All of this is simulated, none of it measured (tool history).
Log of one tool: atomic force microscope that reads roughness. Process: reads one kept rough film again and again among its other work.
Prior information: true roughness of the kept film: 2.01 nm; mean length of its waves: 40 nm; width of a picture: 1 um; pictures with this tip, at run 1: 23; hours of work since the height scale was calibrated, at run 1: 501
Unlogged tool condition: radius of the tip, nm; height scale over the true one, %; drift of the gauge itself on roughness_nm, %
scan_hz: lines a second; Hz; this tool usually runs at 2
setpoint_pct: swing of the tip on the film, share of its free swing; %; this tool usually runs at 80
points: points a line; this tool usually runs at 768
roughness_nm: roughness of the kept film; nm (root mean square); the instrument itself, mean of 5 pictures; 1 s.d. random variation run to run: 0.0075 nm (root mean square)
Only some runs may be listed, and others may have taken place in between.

run	day	scan_hz	setpoint_pct	points	pictures with this tip	hours of work since the height scale was calibrated	roughness_nm
1	0	2	80	768	23	501	1.558
2	1.038	2	80	768	50	512	1.546
3	2.883	2	80	768	100	531	1.492
4	5.062	2	80	768	157	554	1.443
5	6.475	2	80	768	195	569	1.393
6	7.629	2	80	768	226	581	1.361
# day 7.846: new tip fitted
7	9.288	2	75	768	38	599	1.63
8	10.508	2	75	768	71	612	1.588
9	12.288	1.39	80	768	118	630	1.548
10	13.408	1	80	768	148	642	1.575
11	15.279	2	80	385	198	662	1.401
# day 16.646: new tip fitted
12	17.075	2	80	385	12	681	1.589
13	19.467	2	80	768	76	706	1.522
14	21.621	2	80	768	133	729	1.467
# day 21.762: height scale calibrated on a step standard
15	23.983	2	80	460	195	23	1.41
# day 25.379: new tip fitted
16	25.729	1	66	262	9	42	1.819
17	27.717	0.72	67	824	62	63	1.766
18	28.983	1.17	68	741	96	76	1.701
19	30.5	2	79	768	136	92	1.484
20	32.538	2	79	768	190	114	1.425
# day 32.912: height scale calibrated on a step standard, once more
# day 34.229: new tip fitted
21	34.738	2	64	549	13	19	1.731
22	35.75	2.25	83	437	40	30	1.464
23	37.862	2.25	83	437	96	52	1.431
24	40.179	2	89	780	158	77	1.317
25	41.412	2.73	64	780	191	90	1.525
# day 43.092: new tip fitted
26	43.562	2.73	70	780	12	112	1.618
27	45.679	0.51	56	830	69	134	1.794
28	47.975	2	59	870	130	159	1.647
29	49.146	2	59	870	161	171	1.61
30	50.946	2	59	870	209	190	1.567

Pick out some run-to-run changes in roughness_nm. Of each, how much would a tool without hidden state show as well, from the settings, what came in and chance, and how much is left for the hidden state and any gauge scatter not in both results compared?
Run 6 -> 7: setpoint_pct 80 -> 75, new tip fitted. roughness_nm +0.269 nm (root mean square): hidden state +0.187, all else +0.082.
Run 15 -> 16: scan_hz 2 -> 1, setpoint_pct 80 -> 66, points 460 -> 262, new tip fitted. roughness_nm +0.409 nm (root mean square): hidden state +0.186, all else +0.223.
Run 20 -> 21: setpoint_pct 79 -> 64, points 768 -> 549, height scale calibrated on a step standard, once more, new tip fitted. roughness_nm +0.306 nm (root mean square): hidden state +0.16, all else +0.146.
Run 25 -> 26: setpoint_pct 64 -> 70, new tip fitted. roughness_nm +0.093 nm (root mean square): hidden state +0.181, all else -0.088.
